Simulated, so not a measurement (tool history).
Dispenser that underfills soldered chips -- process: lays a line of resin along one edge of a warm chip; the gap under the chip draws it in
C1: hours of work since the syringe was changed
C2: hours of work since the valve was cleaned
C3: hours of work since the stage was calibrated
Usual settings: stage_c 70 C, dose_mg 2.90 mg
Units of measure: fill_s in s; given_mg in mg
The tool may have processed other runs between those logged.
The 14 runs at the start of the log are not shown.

{"hour": 63.9, "done": "new syringe of resin"}
{"run": 15, "hour": 66.0, "stage_c": 70, "dose_mg": 3.46, "C1": 2, "C2": 69, "C3": 264, "fill_s": 22.5, "given_mg": 3.35}
{"run": 16, "hour": 71.4, "stage_c": 70, "dose_mg": 2.9, "C1": 6, "C2": 73, "C3": 268, "fill_s": 33.4, "given_mg": 2.76}
{"hour": 76.2, "done": "new syringe of resin"}
{"run": 17, "hour": 77.0, "stage_c": 70, "dose_mg": 2.9, "C1": 1, "C2": 77, "C3": 273, "fill_s": 20.9, "given_mg": 2.76}
{"run": 18, "hour": 81.5, "stage_c": 70, "dose_mg": 2.9, "C1": 4, "C2": 81, "C3": 276, "fill_s": 29.6, "given_mg": 2.77}
{"run": 19, "hour": 87.3, "stage_c": 70, "dose_mg": 2.9, "C1": 9, "C2": 85, "C3": 281, "fill_s": 41.9, "given_mg": 2.71}
{"hour": 88.5, "done": "new syringe of resin"}
{"run": 20, "hour": 92.2, "stage_c": 60, "dose_mg": 2.9, "C1": 3, "C2": 89, "C3": 285, "fill_s": 37.5, "given_mg": 2.71}
{"run": 21, "hour": 96.2, "stage_c": 60, "dose_mg": 2.9, "C1": 6, "C2": 92, "C3": 288, "fill_s": 50.4, "given_mg": 2.74}
{"hour": 100.7, "done": "new syringe of resin"}
{"run": 22, "hour": 100.7, "stage_c": 60, "dose_mg": 2.9, "C1": 0, "C2": 96, "C3": 291, "fill_s": 30.3, "given_mg": 2.72}
{"hour": 104.3, "done": "dispensing valve cleaned and set on the balance"}
{"run": 23, "hour": 104.8, "stage_c": 75, "dose_mg": 2.69, "C1": 2, "C2": 0, "C3": 294, "fill_s": 21.0, "given_mg": 2.7}
{"run": 24, "hour": 108.6, "stage_c": 75, "dose_mg": 2.69, "C1": 6, "C2": 3, "C3": 297, "fill_s": 26.5, "given_mg": 2.68}
{"hour": 114.1, "done": "new syringe of resin"}
{"run": 25, "hour": 114.6, "stage_c": 75, "dose_mg": 2.69, "C1": 0, "C2": 8, "C3": 301, "fill_s": 18.3, "given_mg": 2.68}
{"run": 26, "hour": 118.2, "stage_c": 67, "dose_mg": 2.68, "C1": 3, "C2": 11, "C3": 304, "fill_s": 30.9, "given_mg": 2.68}
{"run": 27, "hour": 121.8, "stage_c": 59, "dose_mg": 3.39, "C1": 6, "C2": 14, "C3": 307, "fill_s": 49.9, "given_mg": 3.39}
{"hour": 126.5, "done": "new syringe of resin"}
{"run": 28, "hour": 128.6, "stage_c": 70, "dose_mg": 3.37, "C1": 2, "C2": 19, "C3": 312, "fill_s": 22.3, "given_mg": 3.34}
{"run": 29, "hour": 134.9, "stage_c": 57, "dose_mg": 2.78, "C1": 7, "C2": 24, "C3": 317, "fill_s": 57.6, "given_mg": 2.71}
{"hour": 138.8, "done": "new syringe of resin"}
{"run": 30, "hour": 142.2, "stage_c": 70, "dose_mg": 2.51, "C1": 3, "C2": 29, "C3": 322, "fill_s": 26.0, "given_mg": 2.49}
{"run": 31, "hour": 145.9, "stage_c": 85, "dose_mg": 2.9, "C1": 6, "C2": 32, "C3": 325, "fill_s": 18.8, "given_mg": 2.86}
{"run": 32, "hour": 150.2, "stage_c": 85, "dose_mg": 2.9, "C1": 9, "C2": 36, "C3": 329, "fill_s": 24.9, "given_mg": 2.81}
{"hour": 151.1, "done": "new syringe of resin"}
{"run": 33, "hour": 156.2, "stage_c": 64, "dose_mg": 2.94, "C1": 4, "C2": 40, "C3": 333, "fill_s": 34.1, "given_mg": 2.87}
{"run": 34, "hour": 159.2, "stage_c": 83, "dose_mg": 2.55, "C1": 6, "C2": 43, "C3": 336, "fill_s": 23.7, "given_mg": 2.48}
{"hour": 163.8, "done": "new syringe of resin"}
{"run": 35, "hour": 165.2, "stage_c": 83, "dose_mg": 2.73, "C1": 1, "C2": 47, "C3": 340, "fill_s": 13.9, "given_mg": 2.62}
{"run": 36, "hour": 171.4, "stage_c": 62, "dose_mg": 3.3, "C1": 6, "C2": 52, "C3": 345, "fill_s": 43.9, "given_mg": 3.19}

Consider 4 possible next runs. They are alternatives, not a sequence: every one starts from the tool as it was left by run 36. What does each give?
{"run": "A", "hour": 174.6, "stage_c": 62, "dose_mg": 2.83, "C1": 9, "C2": 55, "C3": 348, "fill_s": "?", "given_mg": "?"}
{"run": "B", "hour": 174.6, "stage_c": 65, "dose_mg": 3.55, "C1": 9, "C2": 55, "C3": 348, "fill_s": "?", "given_mg": "?"}
{"run": "C", "hour": 174.6, "stage_c": 70, "dose_mg": 3.39, "C1": 9, "C2": 55, "C3": 348, "fill_s": "?", "given_mg": "?"}
{"run": "D", "hour": 174.6, "stage_c": 63, "dose_mg": 3.39, "C1": 9, "C2": 55, "C3": 348, "fill_s": "?", "given_mg": "?"}

run=A fill_s=56.0 given_mg=2.68
run=B fill_s=47.1 given_mg=3.42
run=C fill_s=39.7 given_mg=3.28
run=D fill_s=52.2 given_mg=3.27
Without the tool's unlogged condition, the same runs would have read:
run=A fill_s=28.8 given_mg=2.77
run=B fill_s=23.9 given_mg=3.53
run=C fill_s=20.3 given_mg=3.39
run=D fill_s=26.7 given_mg=3.38
